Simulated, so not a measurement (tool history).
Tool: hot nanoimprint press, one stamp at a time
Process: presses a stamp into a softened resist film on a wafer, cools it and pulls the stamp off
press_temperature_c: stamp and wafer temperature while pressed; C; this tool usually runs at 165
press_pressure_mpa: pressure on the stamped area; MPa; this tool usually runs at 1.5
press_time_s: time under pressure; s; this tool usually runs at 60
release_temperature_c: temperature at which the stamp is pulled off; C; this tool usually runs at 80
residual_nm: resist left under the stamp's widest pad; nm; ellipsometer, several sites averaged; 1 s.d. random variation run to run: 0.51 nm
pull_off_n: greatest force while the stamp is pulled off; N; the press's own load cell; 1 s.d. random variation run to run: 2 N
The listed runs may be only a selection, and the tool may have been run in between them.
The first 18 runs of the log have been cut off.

Run 19, hour 156.2: usual settings but press_temperature_c 170 C, press_pressure_mpa 1.98 MPa, press_time_s 69 s, release_temperature_c 66 C. Result: residual_nm 246.9 nm, pull_off_n 323 N.
Run 20, hour 166.9: usual settings but press_temperature_c 170 C, press_pressure_mpa 1.98 MPa, press_time_s 69 s, release_temperature_c 66 C. Result: residual_nm 246.6 nm, pull_off_n 320 N.
Run 21, hour 177.2: usual settings but press_temperature_c 170 C, press_pressure_mpa 1.98 MPa, press_time_s 69 s, release_temperature_c 66 C. Result: residual_nm 245.8 nm, pull_off_n 318 N.
Run 22, hour 183.9: usual settings but press_temperature_c 158 C. Result: residual_nm 533.2 nm, pull_off_n 261 N.
Run 23, hour 190.4: usual settings but press_temperature_c 158 C. Result: residual_nm 533.7 nm, pull_off_n 266 N.
Run 24, hour 200.7: usual settings but release_temperature_c 77 C. Result: residual_nm 390.9 nm, pull_off_n 283 N.
Run 25, hour 212.3: usual settings but press_time_s 68 s. Result: residual_nm 374.5 nm, pull_off_n 268 N.
Run 26, hour 223.3: usual settings but press_pressure_mpa 1.26 MPa, release_temperature_c 71 C. Result: residual_nm 418.5 nm, pull_off_n 308 N.
Run 27, hour 234.7: usual settings but press_pressure_mpa 1.29 MPa, press_time_s 61 s. Result: residual_nm 412.9 nm, pull_off_n 275 N.
Run 28, hour 244: usual settings but press_pressure_mpa 1.66 MPa, press_time_s 61 s. Result: residual_nm 371 nm, pull_off_n 270 N.
Run 29, hour 251.3: usual settings but press_temperature_c 156 C, press_pressure_mpa 1.81 MPa, press_time_s 54 s, release_temperature_c 71 C. Result: residual_nm 555.5 nm, pull_off_n 316 N.
At hour 259.6: stamp cleaned and given a new release coat.
Run 30, hour 268.9: usual settings but press_temperature_c 156 C, press_pressure_mpa 1.94 MPa, press_time_s 54 s, release_temperature_c 71 C. Result: residual_nm 548 nm, pull_off_n 265 N.

Each row is a separate what-if for the run after 30, all from the same tool condition, not one after another. Results?
Run A, hour 276.1: usual settings but press_temperature_c 160 C, press_time_s 110 s, release_temperature_c 72 C. Result: residual_nm ?, pull_off_n ?.
Run B, hour 276.1: usual settings but press_pressure_mpa 2.28 MPa, release_temperature_c 65 C. Result: residual_nm ?, pull_off_n ?.
Run C, hour 276.1: usual settings but press_pressure_mpa 1.12 MPa. Result: residual_nm ?, pull_off_n ?.
Run D, hour 276.1: usual settings but press_temperature_c 156 C, press_pressure_mpa 0.96 MPa, press_time_s 34 s, release_temperature_c 71 C. Result: residual_nm ?, pull_off_n ?.

run  residual_nm  pull_off_n
  A        418.1         259
  B        324.4         284
  C        438.4         232
  D        648.6         263
With no hidden state in the tool, these same runs would have given:
run  residual_nm  pull_off_n
  A        423.6         258
  B        326.7         283
  C        444.4         231
  D        651.3         262

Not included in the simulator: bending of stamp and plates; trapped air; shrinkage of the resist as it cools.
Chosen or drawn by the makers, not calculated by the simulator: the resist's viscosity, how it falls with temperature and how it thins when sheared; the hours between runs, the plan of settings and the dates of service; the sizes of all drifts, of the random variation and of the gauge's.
